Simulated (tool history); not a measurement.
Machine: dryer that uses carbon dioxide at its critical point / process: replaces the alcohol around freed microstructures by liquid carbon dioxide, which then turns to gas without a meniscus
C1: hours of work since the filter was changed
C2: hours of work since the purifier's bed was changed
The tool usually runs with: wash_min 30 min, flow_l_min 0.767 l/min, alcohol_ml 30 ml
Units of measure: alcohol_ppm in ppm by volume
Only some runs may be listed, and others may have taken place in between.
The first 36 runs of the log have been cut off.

{"run": 37, "hour": 458.0, "wash_min": 30, "flow_l_min": 0.767, "alcohol_ml": 58, "C1": 11, "C2": 347, "alcohol_ppm": 141}
{"run": 38, "hour": 473.2, "wash_min": 36, "flow_l_min": 1.2, "alcohol_ml": 30, "C1": 18, "C2": 354, "alcohol_ppm": 82}
{"run": 39, "hour": 484.2, "wash_min": 36, "flow_l_min": 0.502, "alcohol_ml": 30, "C1": 22, "C2": 358, "alcohol_ppm": 216}
{"run": 40, "hour": 498.1, "wash_min": 47, "flow_l_min": 0.966, "alcohol_ml": 38, "C1": 28, "C2": 364, "alcohol_ppm": 87}
{"run": 41, "hour": 508.3, "wash_min": 44, "flow_l_min": 0.534, "alcohol_ml": 28, "C1": 32, "C2": 368, "alcohol_ppm": 126}
{"run": 42, "hour": 516.1, "wash_min": 21, "flow_l_min": 0.883, "alcohol_ml": 83, "C1": 35, "C2": 371, "alcohol_ppm": 360}
{"run": 43, "hour": 528.3, "wash_min": 21, "flow_l_min": 0.883, "alcohol_ml": 83, "C1": 40, "C2": 376, "alcohol_ppm": 371}
{"run": 44, "hour": 545.9, "wash_min": 38, "flow_l_min": 0.767, "alcohol_ml": 44, "C1": 48, "C2": 384, "alcohol_ppm": 102}

Predict each of these 4 candidate next runs independently; none follows another, all start after run 44:
{"run": "A", "hour": 564.3, "wash_min": 30, "flow_l_min": 1.09, "alcohol_ml": 30, "C1": 55, "C2": 391, "alcohol_ppm": "?"}
{"run": "B", "hour": 564.3, "wash_min": 19, "flow_l_min": 0.767, "alcohol_ml": 30, "C1": 55, "C2": 391, "alcohol_ppm": "?"}
{"run": "C", "hour": 564.3, "wash_min": 48, "flow_l_min": 1.17, "alcohol_ml": 21, "C1": 55, "C2": 391, "alcohol_ppm": "?"}
{"run": "D", "hour": 564.3, "wash_min": 30, "flow_l_min": 0.505, "alcohol_ml": 42, "C1": 55, "C2": 391, "alcohol_ppm": "?"}

run=A alcohol_ppm=90
run=B alcohol_ppm=358
run=C alcohol_ppm=101
run=D alcohol_ppm=451
Without the tool's unlogged condition, the same runs would have read:
run=A alcohol_ppm=6
run=B alcohol_ppm=257
run=C alcohol_ppm=16
run=D alcohol_ppm=344
